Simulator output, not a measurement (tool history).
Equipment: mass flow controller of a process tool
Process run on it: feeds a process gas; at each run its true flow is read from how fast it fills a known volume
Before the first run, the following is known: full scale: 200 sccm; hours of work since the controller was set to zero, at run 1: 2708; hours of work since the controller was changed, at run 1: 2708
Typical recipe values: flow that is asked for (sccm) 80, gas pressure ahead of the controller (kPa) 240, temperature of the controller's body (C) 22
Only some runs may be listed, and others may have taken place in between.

run	hour	flow that is asked for (sccm)	gas pressure ahead of the controller (kPa)	temperature of the controller's body (C)	hours of work since the controller was set to zero	hours of work since the controller was changed	true flow (%)
1	0.0	80	240	22	2708	2708	99.58
2	206.1	80	240	22	2773	2773	99.60
3	508.6	80	240	22	2868	2868	99.77
4	658.5	80	240	22	2915	2915	99.82
5	865.1	80	240	22	2980	2980	99.88
6	1120.1	80	240	22	3061	3061	99.83
7	1295.1	80	240	22	3116	3116	99.81
8	1432.7	83	240	22	3159	3159	99.98
9	1757.4	83	240	22	3262	3262	100.02
10	2000.3	80	160	22	3338	3338	99.35
11	2156.3	80	240	22	3388	3388	100.12
12	2350.5	80	214	22	3449	3449	99.89
13	2647.0	80	240	22	3542	3542	100.06
14	2940.7	80	240	30	3635	3635	100.76
15	3130.6	80	240	22	3695	3695	100.25
16	3298.1	80	240	22	3748	3748	100.21
17	3452.6	80	197	22	3796	3796	100.06
18	3676.0	80	197	22	3867	3867	99.88
19	3859.6	80	197	22	3925	3925	100.00
20	4166.6	80	247	22	4021	4021	100.56
21	4347.7	80	247	22	4078	4078	100.60
22	4495.3	80	247	22	4125	4125	100.60
23	4814.1	79	153	29	4226	4226	100.21
24	5028.9	80	240	23	4293	4293	100.70
25	5207.1	80	240	23	4349	4349	100.71
26	5367.7	89	240	23	4400	4400	100.76
27	5681.1	120	159	20	4499	4499	100.35
28	5827.9	80	143	39	4545	4545	100.89
29	6029.3	80	253	36	4609	4609	101.67
30	6328.4	53	253	24	4703	4703	100.98
31	6599.2	53	278	33	4788	4788	101.79
32	6744.2	53	278	33	4834	4834	101.64
33	7049.5	170	157	36	4930	4930	101.61
# hour 7076.3: controller's zero set anew
34	7375.0	141	205	20	94	5033	101.03
35	7672.6	141	205	20	188	5127	101.10
36	7894.1	80	240	38	258	5197	101.85
37	8034.3	80	240	38	302	5241	101.95
38	8321.3	112	167	22	393	5331	100.86
39	8605.9	27	156	22	482	5421	100.43
# hour 8848.6: gauge calibrated
40	8848.6	90	156	22	559	5498	99.00
41	9119.1	24	259	21	644	5583	99.53
42	9333.9	40	259	24	712	5651	99.64
43	9520.2	40	259	24	771	5709	99.83
44	9718.5	32	177	22	833	5772	99.00

Selected run-to-run steps in true flow (%), each split into two signed amounts: the part the tool would show with no hidden state at all (from settings, incoming material and random variation), and the remainder, which goes to the hidden state together with any gauge scatter not common to the measured and the hidden-state-free results:
Hidden state at play: flow at rest that the sensor doesn't see, % of full scale; true flow over the shown one, %; drift of the gauge itself on true_pct, %.
Run 8 -> 9: no setting touched and nothing written in the log between the runs. true flow (%) +0.04: hidden state +0.07, all else -0.03.
Run 13 -> 14: temperature of the controller's body (C) 22 -> 30. true flow (%) +0.70: hidden state +0.07, all else +0.63.
Run 37 -> 38: flow that is asked for (sccm) 80 -> 112, gas pressure ahead of the controller (kPa) 240 -> 167, temperature of the controller's body (C) 38 -> 22. true flow (%) -1.09: hidden state +0.05, all else -1.14.
Run 39 -> 40: flow that is asked for (sccm) 27 -> 90, gauge calibrated. true flow (%) -1.43: hidden state -1.76, all else +0.33.
Run 43 -> 44: flow that is asked for (sccm) 40 -> 32, gas pressure ahead of the controller (kPa) 259 -> 177, temperature of the controller's body (C) 24 -> 22. true flow (%) -0.83: hidden state +0.05, all else -0.88.

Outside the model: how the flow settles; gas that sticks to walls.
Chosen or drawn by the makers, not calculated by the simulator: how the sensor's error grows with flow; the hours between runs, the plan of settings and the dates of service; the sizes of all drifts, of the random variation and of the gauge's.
